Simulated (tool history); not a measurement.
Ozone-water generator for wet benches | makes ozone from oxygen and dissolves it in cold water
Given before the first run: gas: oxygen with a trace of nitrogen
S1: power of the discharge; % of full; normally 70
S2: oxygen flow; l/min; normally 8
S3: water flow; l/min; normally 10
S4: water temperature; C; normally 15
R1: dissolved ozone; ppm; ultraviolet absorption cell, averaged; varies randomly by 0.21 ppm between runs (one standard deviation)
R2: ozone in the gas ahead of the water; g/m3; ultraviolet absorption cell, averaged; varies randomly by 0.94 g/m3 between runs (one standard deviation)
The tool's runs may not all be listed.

run	hour	S1	S2	S3	S4	R1	R2
1	0	70	8	10	15	29.1	159
2	87.2	70	8	10	15	29.2	160.1
3	139.3	70	8	10	15	28.9	157.9
4	248.2	70	8	10	15	29	158.9
5	321.9	70	8	10	15	29.2	159.1
6	403.1	70	8	10	13	30.5	159
7	463.6	70	8	10	13	30.2	158.6
8	536.9	70	8	10	13	30.2	157
# hour 547.2: water thermometer calibrated
9	658.5	70	8	10	13	30.7	158.4
10	720.2	70	8	15	15	22.7	158.3
11	817.2	70	8	15	15	22.4	157.8
12	871.4	70	8	10	15	28.7	157.5
# hour 888.1: water thermometer calibrated, once more
13	986.1	70	7.11	10	15	30	167.8
14	1042.6	70	7.11	10	15	30	168.1
15	1134	70	8	10	9	32.9	157.3
16	1188.5	70	8	10	9	33.1	156.9
17	1245.9	70	4.8	10	15	32.3	212.9
18	1306.9	70	6.4	10	22	26.3	177.4
19	1366.1	70	10.48	9	15	27.9	133
20	1478.7	70	10.48	9	15	27.9	132.8
21	1601	54	13.52	10	15	19.7	93.1
22	1656.9	54	13.52	16	15	15.6	94
23	1775.2	54	13.52	16	8	18.1	94.8
24	1869.2	54	13.52	16	8	18.3	94.9
25	1959.3	54	13.52	10	21	16.9	93.4
26	2062.7	41	11.3	10	17	16.5	85.7
27	2184.4	70	8	10	13	29.1	156.7
28	2254.2	98	8.25	7	13	44.6	195.1
29	2348.2	98	8.25	7	13	44.4	193.6
30	2399.3	89	8	12	10	33.4	182.8
31	2451	89	8	12	10	33.4	183.3
32	2501.5	75	7.87	9	16	31.1	162.3

Pick out some run-to-run changes in R1. Of each, how much would a tool without hidden state show as well, from the settings, what came in and chance, and how much is left for the hidden state and any gauge scatter not in both results compared?
Unlogged tool condition in this case: yield of the discharge, % of new electrodes'; contactor's efficiency, % of a clean one's; true water temperature over the reading, C; drift of the gauge itself on ozone_ppm, %; drift of the gauge itself on gas_g_m3, %.
Run 26 -> 27: S1 41 -> 70, S2 11.3 -> 8, S4 17 -> 13. R1 +12.6 ppm: hidden state -1, all else +13.6.
Run 27 -> 28: S1 70 -> 98, S2 8 -> 8.25, S3 10 -> 7. R1 +15.5 ppm: hidden state -1.1, all else +16.6.
Run 29 -> 30: S1 98 -> 89, S2 8.25 -> 8, S3 7 -> 12, S4 13 -> 10. R1 -11 ppm: hidden state +0.6, all else -11.6.
